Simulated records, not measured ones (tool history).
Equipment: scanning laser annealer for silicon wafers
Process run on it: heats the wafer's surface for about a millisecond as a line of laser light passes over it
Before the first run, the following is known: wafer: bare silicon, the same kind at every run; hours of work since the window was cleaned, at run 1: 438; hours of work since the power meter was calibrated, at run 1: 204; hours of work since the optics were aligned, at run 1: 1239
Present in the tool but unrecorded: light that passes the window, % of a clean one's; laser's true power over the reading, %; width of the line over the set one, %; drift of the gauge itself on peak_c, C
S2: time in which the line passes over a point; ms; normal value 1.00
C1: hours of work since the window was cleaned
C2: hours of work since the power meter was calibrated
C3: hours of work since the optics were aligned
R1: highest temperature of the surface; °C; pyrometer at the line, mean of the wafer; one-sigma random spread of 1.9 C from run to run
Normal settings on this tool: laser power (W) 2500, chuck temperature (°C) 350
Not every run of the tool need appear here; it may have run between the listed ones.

run 1 day=0.000 | laser_power_(W)=2500 S2=1.00 chuck_temperature_(°C)=350 | C1=438 C2=204 C3=1239 | R1=1084
run 2 day=0.317 | laser_power_(W)=2500 S2=1.00 chuck_temperature_(°C)=350 | C1=444 C2=209 C3=1245 | R1=1088
run 3 day=0.779 | laser_power_(W)=2500 S2=1.00 chuck_temperature_(°C)=310 | C1=452 C2=217 C3=1253 | R1=1049
run 4 day=1.079 | laser_power_(W)=2500 S2=1.00 chuck_temperature_(°C)=310 | C1=457 C2=223 C3=1258 | R1=1046
run 5 day=1.450 | laser_power_(W)=2500 S2=0.96 chuck_temperature_(°C)=350 | C1=464 C2=229 C3=1265 | R1=1070
run 6 day=1.796 | laser_power_(W)=2597 S2=0.96 chuck_temperature_(°C)=350 | C1=470 C2=235 C3=1271 | R1=1100
run 7 day=2.246 | laser_power_(W)=2597 S2=0.96 chuck_temperature_(°C)=350 | C1=478 C2=243 C3=1279 | R1=1096
-- day=2.488 optics aligned, line set to its width
run 8 day=3.083 | laser_power_(W)=2500 S2=0.93 chuck_temperature_(°C)=350 | C1=489 C2=254 C3=10 | R1=1056
run 9 day=3.508 | laser_power_(W)=2500 S2=0.93 chuck_temperature_(°C)=350 | C1=496 C2=261 C3=18 | R1=1053
-- day=4.054 optics aligned, line set to its width, once more
run 10 day=4.358 | laser_power_(W)=2500 S2=1.00 chuck_temperature_(°C)=350 | C1=507 C2=273 C3=5 | R1=1092
run 11 day=4.704 | laser_power_(W)=2500 S2=0.94 chuck_temperature_(°C)=356 | C1=513 C2=279 C3=11 | R1=1065
run 12 day=5.367 | laser_power_(W)=2745 S2=0.94 chuck_temperature_(°C)=356 | C1=525 C2=290 C3=23 | R1=1135
run 13 day=5.854 | laser_power_(W)=2745 S2=0.94 chuck_temperature_(°C)=356 | C1=533 C2=299 C3=31 | R1=1136
run 14 day=6.308 | laser_power_(W)=2312 S2=1.00 chuck_temperature_(°C)=384 | C1=541 C2=307 C3=39 | R1=1070
run 15 day=6.679 | laser_power_(W)=2312 S2=0.73 chuck_temperature_(°C)=332 | C1=548 C2=313 C3=46 | R1=898
run 16 day=7.121 | laser_power_(W)=2240 S2=0.86 chuck_temperature_(°C)=350 | C1=555 C2=321 C3=54 | R1=952
run 17 day=7.525 | laser_power_(W)=2555 S2=0.73 chuck_temperature_(°C)=360 | C1=563 C2=328 C3=61 | R1=986
run 18 day=7.854 | laser_power_(W)=2555 S2=0.73 chuck_temperature_(°C)=360 | C1=568 C2=334 C3=66 | R1=986
run 19 day=8.375 | laser_power_(W)=2456 S2=0.72 chuck_temperature_(°C)=335 | C1=577 C2=343 C3=76 | R1=931

Here are 4 independent what-if runs from the current tool condition. What would each one return?
run A day=8.712 | laser_power_(W)=2736 S2=0.92 chuck_temperature_(°C)=361 | C1=583 C2=349 C3=81 | R1=?
run B day=8.712 | laser_power_(W)=2500 S2=1.10 chuck_temperature_(°C)=350 | C1=583 C2=349 C3=81 | R1=?
run C day=8.712 | laser_power_(W)=2500 S2=1.00 chuck_temperature_(°C)=351 | C1=583 C2=349 C3=81 | R1=?
run D day=8.712 | laser_power_(W)=2566 S2=0.72 chuck_temperature_(°C)=325 | C1=583 C2=349 C3=81 | R1=?

run=A R1=1126
run=B R1=1125
run=C R1=1085
run=D R1=946
Take away the tool's hidden state, keep each run's random variation, and the runs would have read:
run=A R1=1168
run=B R1=1168
run=C R1=1125
run=D R1=981

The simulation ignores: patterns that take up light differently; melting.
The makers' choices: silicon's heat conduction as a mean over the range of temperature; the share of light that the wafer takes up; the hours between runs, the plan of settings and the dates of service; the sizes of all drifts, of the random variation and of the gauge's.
